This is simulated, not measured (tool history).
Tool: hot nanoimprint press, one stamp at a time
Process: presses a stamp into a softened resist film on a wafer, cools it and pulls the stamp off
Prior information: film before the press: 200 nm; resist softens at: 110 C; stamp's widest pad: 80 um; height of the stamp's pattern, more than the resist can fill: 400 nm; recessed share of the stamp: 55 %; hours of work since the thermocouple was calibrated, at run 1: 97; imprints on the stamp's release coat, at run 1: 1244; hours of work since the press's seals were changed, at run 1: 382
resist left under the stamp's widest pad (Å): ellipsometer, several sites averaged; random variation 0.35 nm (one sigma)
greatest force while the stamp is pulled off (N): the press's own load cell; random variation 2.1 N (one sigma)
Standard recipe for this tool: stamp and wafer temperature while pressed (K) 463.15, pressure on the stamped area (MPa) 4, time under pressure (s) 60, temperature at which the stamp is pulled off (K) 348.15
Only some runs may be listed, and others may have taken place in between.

| run | hour | stamp and wafer temperature while pressed (K) | pressure on the stamped area (MPa) | time under pressure (s) | temperature at which the stamp is pulled off (K) | hours of work since the thermocouple was calibrated | imprints on the stamp's release coat | hours of work since the press's seals were changed | resist left under the stamp's widest pad (Å) | greatest force while the stamp is pulled off (N) |
|---|---|---|---|---|---|---|---|---|---|---|
| 1 | 0 | 463.15 | 4 | 60 | 348.15 | 97 | 1244 | 382 | 1078 | 95 |
| 2 | 25.5 | 452.15 | 4 | 60 | 348.15 | 111 | 1302 | 396 | 1360 | 95 |
| 3 | 50.8 | 463.15 | 4 | 60 | 348.15 | 125 | 1360 | 410 | 1081 | 92 |
| 4 | 69.5 | 463.15 | 4 | 90 | 348.15 | 136 | 1403 | 421 | 950 | 95 |
| 5 | 90.4 | 463.15 | 4 | 60 | 353.15 | 147 | 1451 | 432 | 1082 | 79 |
| 6 | 107.2 | 463.15 | 4 | 60 | 353.15 | 157 | 1489 | 442 | 1088 | 84 |
| 7 | 122.5 | 475.15 | 4 | 60 | 348.15 | 165 | 1524 | 450 | 829 | 93 |
| 8 | 150.1 | 474.15 | 4 | 60 | 348.15 | 181 | 1587 | 466 | 851 | 95 |
| 9 | 168 | 474.15 | 5.54 | 60 | 348.15 | 191 | 1628 | 476 | 720 | 96 |
| 10 | 188.3 | 474.15 | 5.54 | 60 | 348.15 | 202 | 1674 | 487 | 725 | 92 |
| 11 | 214.7 | 463.15 | 5.55 | 60 | 348.15 | 217 | 1734 | 502 | 938 | 94 |
| 12 | 241 | 463.15 | 5.55 | 60 | 348.15 | 232 | 1794 | 517 | 933 | 92 |
| 13 | 256 | 463.15 | 5.55 | 44 | 348.15 | 240 | 1829 | 525 | 1039 | 92 |
| 14 | 285.8 | 470.15 | 5.55 | 44 | 348.15 | 257 | 1897 | 542 | 890 | 93 |
| 15 | 312.4 | 470.15 | 5.55 | 44 | 348.15 | 272 | 1957 | 557 | 891 | 96 |
| 16 | 331.1 | 467.15 | 4.38 | 77 | 348.15 | 282 | 2000 | 567 | 874 | 92 |
| 17 | 346.9 | 467.15 | 4.38 | 77 | 348.15 | 291 | 2036 | 576 | 874 | 91 |
| 18 | 373.2 | 463.15 | 4 | 60 | 342.15 | 306 | 2097 | 591 | 1093 | 108 |
| 19 | 398 | 463.15 | 4 | 60 | 342.15 | 320 | 2153 | 605 | 1083 | 110 |
| 20 | 416.3 | 463.15 | 4 | 60 | 342.15 | 330 | 2195 | 615 | 1093 | 107 |
| 21 | 429.2 | 471.15 | 3.36 | 76 | 350.15 | 337 | 2224 | 622 | 921 | 94 |
|  | 450.5 | plate thermocouple calibrated |
| 22 | 452.5 | 463.15 | 2.62 | 32 | 348.15 | 1 | 2271 | 634 | 1519 | 90 |
| 23 | 477.6 | 463.15 | 4.04 | 102 | 351.15 | 15 | 2328 | 648 | 911 | 89 |
| 24 | 494.8 | 463.15 | 4.04 | 102 | 351.15 | 25 | 2367 | 658 | 910 | 88 |
| 25 | 509.2 | 463.15 | 3.57 | 102 | 351.15 | 33 | 2400 | 666 | 958 | 85 |
|  | 532.6 | stamp cleaned and given a new release coat |
| 26 | 534.9 | 463.15 | 3.57 | 102 | 351.15 | 44 | 5 | 677 | 974 | 85 |
| 27 | 550.6 | 463.15 | 2.9 | 60 | 348.15 | 53 | 41 | 685 | 1253 | 88 |
| 28 | 571.1 | 463.15 | 2.9 | 60 | 348.15 | 64 | 88 | 697 | 1251 | 94 |
| 29 | 597.5 | 474.15 | 4 | 60 | 348.15 | 79 | 148 | 712 | 860 | 96 |

Pick out some run-to-run changes in resist left under the stamp's widest pad (Å). Of each, how much would a tool without hidden state show as well, from the settings, what came in and chance, and how much is left for the hidden state and any gauge scatter not in both results compared?
Hidden state at play: true temperature over the reading, C; pressure that arrives at the usual setting, %; grip of the stamp's worn release coat, % over a new coat's; drift of the gauge itself on residual_nm, %; drift of the gauge itself on pull_off_n, %.
Run 21 -> 22: stamp and wafer temperature while pressed (K) 471.15 -> 463.15, pressure on the stamped area (MPa) 3.36 -> 2.62, time under pressure (s) 76 -> 32, temperature at which the stamp is pulled off (K) 350.15 -> 348.15, plate thermocouple calibrated. resist left under the stamp's widest pad (Å) +598: hidden state +8, all else +590.
Run 22 -> 23: pressure on the stamped area (MPa) 2.62 -> 4.04, time under pressure (s) 32 -> 102, temperature at which the stamp is pulled off (K) 348.15 -> 351.15. resist left under the stamp's widest pad (Å) -608: hidden state -7, all else -601.

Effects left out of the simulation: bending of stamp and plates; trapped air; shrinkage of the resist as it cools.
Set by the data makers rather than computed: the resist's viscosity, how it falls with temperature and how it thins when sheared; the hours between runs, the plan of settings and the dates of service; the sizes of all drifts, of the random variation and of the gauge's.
